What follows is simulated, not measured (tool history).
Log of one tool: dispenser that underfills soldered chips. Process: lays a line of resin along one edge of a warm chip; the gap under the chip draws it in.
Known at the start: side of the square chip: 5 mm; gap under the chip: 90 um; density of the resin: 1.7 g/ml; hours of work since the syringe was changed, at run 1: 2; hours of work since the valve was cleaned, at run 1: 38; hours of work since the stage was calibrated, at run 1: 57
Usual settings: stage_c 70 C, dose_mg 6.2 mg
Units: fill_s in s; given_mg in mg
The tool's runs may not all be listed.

run	hour	stage_c	dose_mg	hours of work since the syringe was changed	hours of work since the valve was cleaned	hours of work since the stage was calibrated	fill_s	given_mg
1	0	70	6.2	2	38	57	4.4	6.11
# hour 6.9: new syringe of resin
2	13.7	74	6.2	5	47	66	3.5	6.11
# hour 15.1: new syringe of resin
# hour 24: new syringe of resin
3	28.6	56	6.2	3	57	76	9	6.02
# hour 32.8: new syringe of resin
4	39.1	70	6.2	4	64	83	4.5	5.98
# hour 41.9: new syringe of resin
# hour 50.1: new syringe of resin
5	50.2	70	6.2	0	72	90	3.6	5.97
6	57.1	66	6.2	5	77	95	5.6	5.97
# hour 58.8: new syringe of resin
# hour 68.2: new syringe of resin
7	72.7	70	6.2	3	87	106	4.2	5.9
# hour 76.7: new syringe of resin
# hour 84.8: new syringe of resin
8	84.8	66	6.2	0	95	114	4.7	5.87
# hour 93: new syringe of resin
9	96.2	64	6.2	2	103	121	5.9	5.85
# hour 101.8: new syringe of resin
10	104.2	64	5.31	2	108	127	5.8	4.99
# hour 110.5: new syringe of resin
# hour 118.7: new syringe of resin
11	119.7	70	6.2	1	119	137	3.9	5.77
# hour 123: dispensing valve cleaned and set on the balance
# hour 128: new syringe of resin
12	130.4	70	6.2	2	5	144	3.8	6.17
# hour 136.1: new syringe of resin
13	139.6	70	6.2	2	11	150	4.1	6.18
# hour 144.6: new syringe of resin
# hour 153.5: new syringe of resin
14	155.1	70	6.2	1	21	160	3.9	6.18
# hour 161.7: new syringe of resin
# hour 169.7: new syringe of resin
15	170.4	70	6.2	0	32	170	3.6	6.08
# hour 178.1: new syringe of resin
# hour 186.9: new syringe of resin
16	186.9	70	6.2	0	43	182	3.7	6.07
# hour 195.2: new syringe of resin
# hour 203.2: new syringe of resin
17	204	77	6.24	1	54	193	2.6	6.09
# hour 212.5: new syringe of resin
# hour 220.7: new syringe of resin
18	221.1	64	6.66	0	66	205	5	6.46
# hour 229.5: new syringe of resin
19	231.5	67	5.79	1	73	212	4.5	5.5
# hour 237.7: new syringe of resin
# hour 246.1: new syringe of resin
20	249	67	5.79	2	85	223	4.7	5.51
# hour 254.8: new syringe of resin
# hour 263.3: new syringe of resin
21	266.2	67	5.79	2	96	235	4.8	5.51
# hour 271.4: new syringe of resin
# hour 280.2: new syringe of resin
22	282.5	76	6.22	2	107	246	2.7	5.8
# hour 289.5: new syringe of resin
23	294.2	76	6.22	3	115	254	3	5.86
# hour 297.8: new syringe of resin
# hour 302.3: dispensing valve cleaned and set on the balance
24	304.2	65	5.39	4	1	260	5.4	5.45
# hour 307.3: new syringe of resin
# hour 316.5: new syringe of resin
25	320	65	5.39	2	12	270	5.4	5.38
# hour 325.2: new syringe of resin
26	329.1	70	7.89	3	18	277	3.8	7.77
# hour 333.4: new syringe of resin
# hour 341.7: new syringe of resin
27	341.7	68	5.46	0	26	285	4.1	5.4
# hour 349.8: new syringe of resin
28	349.8	77	5.6	0	32	290	2.6	5.48

How the hidden state differs across the entries between the runs, from the last listed run before each to the first after it:
Between runs 1 and 2: new syringe of resin (hour 6.9)
  resin's viscosity, % of fresh resin's: 106.2 -> 121.6; dose that the valve gives, % of what is set: 98.05 -> 97.57; true chip temperature over the reading, C: 0.83 -> 0.88
  measured less the result without the state, fill_s: +0.1 -> +0.5 s; given_mg: -0.12 -> -0.15 mg
Between runs 2 and 3: new syringe of resin (hour 15.1); new syringe of resin (hour 24)
  resin's viscosity, % of fresh resin's: 121.6 -> 112.8; dose that the valve gives, % of what is set: 97.57 -> 97.03; true chip temperature over the reading, C: 0.88 -> 0.95
  measured less the result without the state, fill_s: +0.5 -> +0.7 s; given_mg: -0.15 -> -0.19 mg
Between runs 3 and 4: new syringe of resin (hour 32.8)
  resin's viscosity, % of fresh resin's: 112.8 -> 116.9; dose that the valve gives, % of what is set: 97.03 -> 96.64; true chip temperature over the reading, C: 0.95 -> 0.99
  measured less the result without the state, fill_s: +0.7 -> +0.5 s; given_mg: -0.19 -> -0.21 mg
Between runs 4 and 5: new syringe of resin (hour 41.9); new syringe of resin (hour 50.1)
  resin's viscosity, % of fresh resin's: 116.9 -> 100; dose that the valve gives, % of what is set: 96.64 -> 96.21; true chip temperature over the reading, C: 0.99 -> 1.04
  measured less the result without the state, fill_s: +0.5 -> -0.2 s; given_mg: -0.21 -> -0.24 mg
Between runs 6 and 7: new syringe of resin (hour 58.8); new syringe of resin (hour 68.2)
  resin's viscosity, % of fresh resin's: 120.1 -> 113.9; dose that the valve gives, % of what is set: 95.92 -> 95.36; true chip temperature over the reading, C: 1.07 -> 1.13
  measured less the result without the state, fill_s: +0.7 -> +0.3 s; given_mg: -0.25 -> -0.29 mg
Between runs 7 and 8: new syringe of resin (hour 76.7); new syringe of resin (hour 84.8)
  resin's viscosity, % of fresh resin's: 113.9 -> 99.4; dose that the valve gives, % of what is set: 95.36 -> 94.91; true chip temperature over the reading, C: 1.13 -> 1.18
  measured less the result without the state, fill_s: +0.3 -> -0.3 s; given_mg: -0.29 -> -0.32 mg
Between runs 8 and 9: new syringe of resin (hour 93)
  resin's viscosity, % of fresh resin's: 99.4 -> 108.6; dose that the valve gives, % of what is set: 94.91 -> 94.5; true chip temperature over the reading, C: 1.18 -> 1.23
  measured less the result without the state, fill_s: -0.3 -> +0.2 s; given_mg: -0.32 -> -0.34 mg
Between runs 9 and 10: new syringe of resin (hour 101.8)
  resin's viscosity, % of fresh resin's: 108.6 -> 106.4; dose that the valve gives, % of what is set: 94.5 -> 94.17; true chip temperature over the reading, C: 1.23 -> 1.27
  measured less the result without the state, fill_s: +0.2 -> +0.1 s; given_mg: -0.34 -> -0.31 mg
Between runs 10 and 11: new syringe of resin (hour 110.5); new syringe of resin (hour 118.7)
  resin's viscosity, % of fresh resin's: 106.4 -> 102.2; dose that the valve gives, % of what is set: 94.17 -> 93.62; true chip temperature over the reading, C: 1.27 -> 1.33
  measured less the result without the state, fill_s: +0.1 -> -0.2 s; given_mg: -0.31 -> -0.39 mg
Between runs 11 and 12: dispensing valve cleaned and set on the balance (hour 123); new syringe of resin (hour 128)
  resin's viscosity, % of fresh resin's: 102.2 -> 107; dose that the valve gives, % of what is set: 93.62 -> 99.79; true chip temperature over the reading, C: 1.33 -> 1.37
  measured less the result without the state, fill_s: -0.2 -> +0 s; given_mg: -0.39 -> -0.01 mg
Between runs 12 and 13: new syringe of resin (hour 136.1)
  resin's viscosity, % of fresh resin's: 107 -> 110.1; dose that the valve gives, % of what is set: 99.79 -> 99.44; true chip temperature over the reading, C: 1.37 -> 1.42
  measured less the result without the state, fill_s: +0 -> +0.1 s; given_mg: -0.01 -> -0.03 mg
Between runs 13 and 14: new syringe of resin (hour 144.6); new syringe of resin (hour 153.5)
  resin's viscosity, % of fresh resin's: 110.1 -> 105.2; dose that the valve gives, % of what is set: 99.44 -> 98.89; true chip temperature over the reading, C: 1.42 -> 1.48
  measured less the result without the state, fill_s: +0.1 -> -0.1 s; given_mg: -0.03 -> -0.07 mg
Between runs 14 and 15: new syringe of resin (hour 161.7); new syringe of resin (hour 169.7)
  resin's viscosity, % of fresh resin's: 105.2 -> 101.8; dose that the valve gives, % of what is set: 98.89 -> 98.34; true chip temperature over the reading, C: 1.48 -> 1.54
  measured less the result without the state, fill_s: -0.1 -> -0.2 s; given_mg: -0.07 -> -0.1 mg
Between runs 15 and 16: new syringe of resin (hour 178.1); new syringe of resin (hour 186.9)
  resin's viscosity, % of fresh resin's: 101.8 -> 101.2; dose that the valve gives, % of what is set: 98.34 -> 97.72; true chip temperature over the reading, C: 1.54 -> 1.61
  measured less the result without the state, fill_s: -0.2 -> -0.3 s; given_mg: -0.1 -> -0.14 mg
Between runs 16 and 17: new syringe of resin (hour 195.2); new syringe of resin (hour 203.2)
  resin's viscosity, % of fresh resin's: 101.2 -> 101.7; dose that the valve gives, % of what is set: 97.72 -> 97.05; true chip temperature over the reading, C: 1.61 -> 1.68
  measured less the result without the state, fill_s: -0.3 -> -0.2 s; given_mg: -0.14 -> -0.19 mg
Between runs 17 and 18: new syringe of resin (hour 212.5); new syringe of resin (hour 220.7)
  resin's viscosity, % of fresh resin's: 101.7 -> 101.1; dose that the valve gives, % of what is set: 97.05 -> 96.44; true chip temperature over the reading, C: 1.68 -> 1.76
  measured less the result without the state, fill_s: -0.2 -> -0.4 s; given_mg: -0.19 -> -0.24 mg
Between runs 18 and 19: new syringe of resin (hour 229.5)
  resin's viscosity, % of fresh resin's: 101.1 -> 104.8; dose that the valve gives, % of what is set: 96.44 -> 96.05; true chip temperature over the reading, C: 1.76 -> 1.8
  measured less the result without the state, fill_s: -0.4 -> -0.2 s; given_mg: -0.24 -> -0.23 mg
Between runs 19 and 20: new syringe of resin (hour 237.7); new syringe of resin (hour 246.1)
  resin's viscosity, % of fresh resin's: 104.8 -> 109.4; dose that the valve gives, % of what is set: 96.05 -> 95.39; true chip temperature over the reading, C: 1.8 -> 1.88
  measured less the result without the state, fill_s: -0.2 -> +0 s; given_mg: -0.23 -> -0.27 mg
Between runs 20 and 21: new syringe of resin (hour 254.8); new syringe of resin (hour 263.3)
  resin's viscosity, % of fresh resin's: 109.4 -> 108.6; dose that the valve gives, % of what is set: 95.39 -> 94.76; true chip temperature over the reading, C: 1.88 -> 1.96
  measured less the result without the state, fill_s: +0 -> -0.1 s; given_mg: -0.27 -> -0.3 mg
Between runs 21 and 22: new syringe of resin (hour 271.4); new syringe of resin (hour 280.2)
  resin's viscosity, % of fresh resin's: 108.6 -> 105.9; dose that the valve gives, % of what is set: 94.76 -> 94.14; true chip temperature over the reading, C: 1.96 -> 2.03
  measured less the result without the state, fill_s: -0.1 -> -0.1 s; given_mg: -0.3 -> -0.36 mg
Between runs 22 and 23: new syringe of resin (hour 289.5)
  resin's viscosity, % of fresh resin's: 105.9 -> 113.4; dose that the valve gives, % of what is set: 94.14 -> 93.72; true chip temperature over the reading, C: 2.03 -> 2.08
  measured less the result without the state, fill_s: -0.1 -> +0.1 s; given_mg: -0.36 -> -0.39 mg
Between runs 23 and 24: new syringe of resin (hour 297.8); dispensing valve cleaned and set on the balance (hour 302.3)
  resin's viscosity, % of fresh resin's: 113.4 -> 116; dose that the valve gives, % of what is set: 93.72 -> 99.95; true chip temperature over the reading, C: 2.08 -> 2.13
  measured less the result without the state, fill_s: +0.1 -> +0.2 s; given_mg: -0.39 -> +0 mg
Between runs 24 and 25: new syringe of resin (hour 307.3); new syringe of resin (hour 316.5)
  resin's viscosity, % of fresh resin's: 116 -> 110.8; dose that the valve gives, % of what is set: 99.95 -> 99.38; true chip temperature over the reading, C: 2.13 -> 2.2
  measured less the result without the state, fill_s: +0.2 -> +0 s; given_mg: +0 -> -0.04 mg
Between runs 25 and 26: new syringe of resin (hour 325.2)
  resin's viscosity, % of fresh resin's: 110.8 -> 109.6; dose that the valve gives, % of what is set: 99.38 -> 99.06; true chip temperature over the reading, C: 2.2 -> 2.23
  measured less the result without the state, fill_s: +0 -> -0.1 s; given_mg: -0.04 -> -0.07 mg
Between runs 26 and 27: new syringe of resin (hour 333.4); new syringe of resin (hour 341.7)
  resin's viscosity, % of fresh resin's: 109.6 -> 100; dose that the valve gives, % of what is set: 99.06 -> 98.56; true chip temperature over the reading, C: 2.23 -> 2.29
  measured less the result without the state, fill_s: -0.1 -> -0.5 s; given_mg: -0.07 -> -0.08 mg
Between runs 27 and 28: new syringe of resin (hour 349.8)
  resin's viscosity, % of fresh resin's: 100 -> 100.2; dose that the valve gives, % of what is set: 98.56 -> 98.28; true chip temperature over the reading, C: 2.29 -> 2.32
  measured less the result without the state, fill_s: -0.5 -> -0.3 s; given_mg: -0.08 -> -0.1 mg

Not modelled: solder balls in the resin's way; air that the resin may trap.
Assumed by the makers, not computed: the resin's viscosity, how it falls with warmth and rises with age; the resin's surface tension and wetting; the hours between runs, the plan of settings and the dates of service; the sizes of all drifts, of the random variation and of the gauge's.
